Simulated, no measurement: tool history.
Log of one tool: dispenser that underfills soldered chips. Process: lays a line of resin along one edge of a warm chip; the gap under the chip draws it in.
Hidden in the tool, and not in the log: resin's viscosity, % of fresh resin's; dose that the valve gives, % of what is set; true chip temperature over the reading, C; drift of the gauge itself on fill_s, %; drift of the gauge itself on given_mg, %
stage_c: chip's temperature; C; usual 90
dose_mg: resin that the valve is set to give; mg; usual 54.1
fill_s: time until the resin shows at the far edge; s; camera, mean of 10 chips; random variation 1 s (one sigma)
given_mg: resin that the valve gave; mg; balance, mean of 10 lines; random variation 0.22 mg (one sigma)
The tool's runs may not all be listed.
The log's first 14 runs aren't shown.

run   hour  stage_c  dose_mg  hours of work since the syringe was changed  hours of work since the valve was cleaned  hours of work since the stage was calibrated  fill_s  given_mg
      51.3  -- new syringe of resin
 15     55       90     54.1                                            3                                         18                                           130   119.3     54.03
 16   57.7       90     54.1                                            5                                         21                                           132   135.5     53.74
      60.4  -- new syringe of resin
 17   62.2       90     54.1                                            1                                         24                                           135   106.3     53.42
 18   66.1       90     54.1                                            4                                         27                                           138   128.2     53.28
      69.4  -- new syringe of resin
 19   71.4       87     46.2                                            1                                         30                                           142   120.6     45.75
 20   74.2       85     49.5                                            4                                         32                                           144   145.1      48.9
 21     77       85     49.5                                            6                                         34                                           146   165.2     48.91
      78.8  -- new syringe of resin
 22   79.8       85     49.5                                            1                                         36                                           148   119.2     48.91
 23   83.6       98     50.2                                            4                                         39                                           151   100.8     49.93
 24   87.4       97     70.1                                            6                                         42                                           154     122     68.79
      88.1  -- new syringe of resin
 25   92.1       97     70.1                                            3                                         45                                           157    95.3     68.86
 26   96.1      100     68.6                                            6                                         48                                           160   109.1     67.58
      97.2  -- new syringe of resin
 27  100.4      104     59.1                                            2                                         51                                           163    76.7     58.37
 28  104.8       83     47.8                                            6                                         54                                           166   175.8     46.96
     106.5  -- new syringe of resin
 29  109.2       82     59.4                                            2                                         58                                           169   138.1     58.19
 30  113.7       90     62.8                                            5                                         61                                           172   141.6     61.45
     115.8  -- new syringe of resin
 31  117.5       90     62.8                                            1                                         64                                           175   103.5     61.41
 32  121.3       90     62.8                                            4                                         66                                           178   127.1      61.2
       125  -- new syringe of resin
 33  126.2       90     62.8                                            1                                         70                                           181    99.5     61.88
 34  129.3       90     62.8                                            3                                         72                                           184   118.1     61.42
 35  131.9      102       51                                            5                                         74                                           186     101      49.9

Forecast each of these 3 alternatives for the next run:
     134.1  -- new syringe of resin
  A  135.3       88     62.3                                            1                                         76                                           188       ?         ?
     134.1  -- new syringe of resin
  B  135.3       88     62.9                                            1                                         76                                           188       ?         ?
     134.1  -- new syringe of resin
  C  135.3      104     48.2                                            1                                         76                                           188       ?         ?

run  fill_s  given_mg
  A   106.7      60.5
  B     106     61.45
  C      73     46.91
Without the tool's hidden state the same runs would have given:
run  fill_s  given_mg
  A   103.1     62.02
  B   102.4     62.99
  C      70     48.09
